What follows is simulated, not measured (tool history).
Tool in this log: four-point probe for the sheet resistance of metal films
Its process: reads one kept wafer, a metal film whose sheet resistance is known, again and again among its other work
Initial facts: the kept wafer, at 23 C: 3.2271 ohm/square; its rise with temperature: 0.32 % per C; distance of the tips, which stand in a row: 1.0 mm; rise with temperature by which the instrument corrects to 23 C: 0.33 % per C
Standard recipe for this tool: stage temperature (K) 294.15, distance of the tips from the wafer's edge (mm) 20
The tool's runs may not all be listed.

| run | hour | stage temperature (K) | distance of the tips from the wafer's edge (mm) | sheet resistance as the instrument gives it (ohm/square) |
|---|---|---|---|---|
| 1 | 0.0 | 294.15 | 20 | 3.221309 |
| 2 | 20.5 | 294.15 | 20 | 3.222462 |
| 3 | 54.3 | 294.15 | 20 | 3.221850 |
| 4 | 70.9 | 291.15 | 20 | 3.222865 |
| 5 | 89.6 | 291.15 | 20 | 3.223506 |
| 6 | 120.2 | 294.15 | 5 | 3.285354 |
| 7 | 139.1 | 294.15 | 5 | 3.286270 |
| 8 | 178.2 | 292.15 | 20 | 3.221883 |
| 9 | 215.2 | 292.15 | 20 | 3.223654 |
| 10 | 241.0 | 292.15 | 20 | 3.223365 |
| 11 | 257.9 | 294.15 | 20 | 3.222352 |
| 12 | 274.7 | 294.15 | 20 | 3.223158 |
| 13 | 305.6 | 294.15 | 20 | 3.222592 |
| 14 | 323.2 | 293.15 | 20 | 3.223643 |
| 15 | 359.9 | 294.15 | 14 | 3.228697 |
| 16 | 395.0 | 294.15 | 14 | 3.227908 |
| 17 | 426.5 | 292.15 | 20 | 3.224363 |
| 18 | 457.8 | 294.15 | 53 | 3.219369 |
| 19 | 494.8 | 294.15 | 53 | 3.219649 |
| 20 | 528.6 | 294.15 | 47 | 3.220313 |
| 21 | 548.2 | 294.15 | 47 | 3.221255 |
| 22 | 574.3 | 294.15 | 47 | 3.221989 |
| 23 | 611.4 | 294.15 | 47 | 3.221099 |
| 24 | 650.1 | 294.15 | 3 | 3.402162 |
| 25 | 683.4 | 294.15 | 3 | 3.402988 |
| 26 | 723.3 | 295.15 | 49 | 3.220839 |
| 27 | 763.6 | 294.15 | 10 | 3.239247 |
| 28 | 784.4 | 294.15 | 10 | 3.238254 |
| 29 | 819.1 | 304.15 | 47 | 3.220419 |
| 30 | 857.9 | 292.15 | 5 | 3.289282 |
| 31 | 881.6 | 292.15 | 18 | 3.228943 |
| 32 | 912.5 | 292.15 | 41 | 3.223842 |
| 33 | 948.3 | 292.15 | 41 | 3.224520 |
| 34 | 987.8 | 303.15 | 12 | 3.233114 |
| 35 | 1006.7 | 303.15 | 12 | 3.232725 |
| 36 | 1031.5 | 306.15 | 12 | 3.231517 |
| 37 | 1058.9 | 292.15 | 13 | 3.233304 |
| 38 | 1079.8 | 291.15 | 34 | 3.226205 |
| 39 | 1114.7 | 293.15 | 34 | 3.224707 |
| 40 | 1153.2 | 293.15 | 69 | 3.224113 |
| 41 | 1176.6 | 295.15 | 27 | 3.225725 |
| 42 | 1216.9 | 295.15 | 30 | 3.224813 |
| 43 | 1249.7 | 295.15 | 30 | 3.225588 |
| 44 | 1280.8 | 305.15 | 20 | 3.225340 |

What if the next run were any one of these 3? Each begins from the tool's condition after run 44:
| A | 1298.9 | 303.15 | 3 | ? |
| B | 1298.9 | 306.15 | 20 | ? |
| C | 1298.9 | 303.15 | 20 | ? |

| run | sheet resistance as the instrument gives it (ohm/square) |
|---|---|
| A | 3.401990 |
| B | 3.225718 |
| C | 3.225184 |
The same runs, with their run-to-run variation unchanged, on a tool lacking any hidden condition would have given:
| run | sheet resistance as the instrument gives it (ohm/square) |
|---|---|
| A | 3.405532 |
| B | 3.229019 |
| C | 3.228533 |
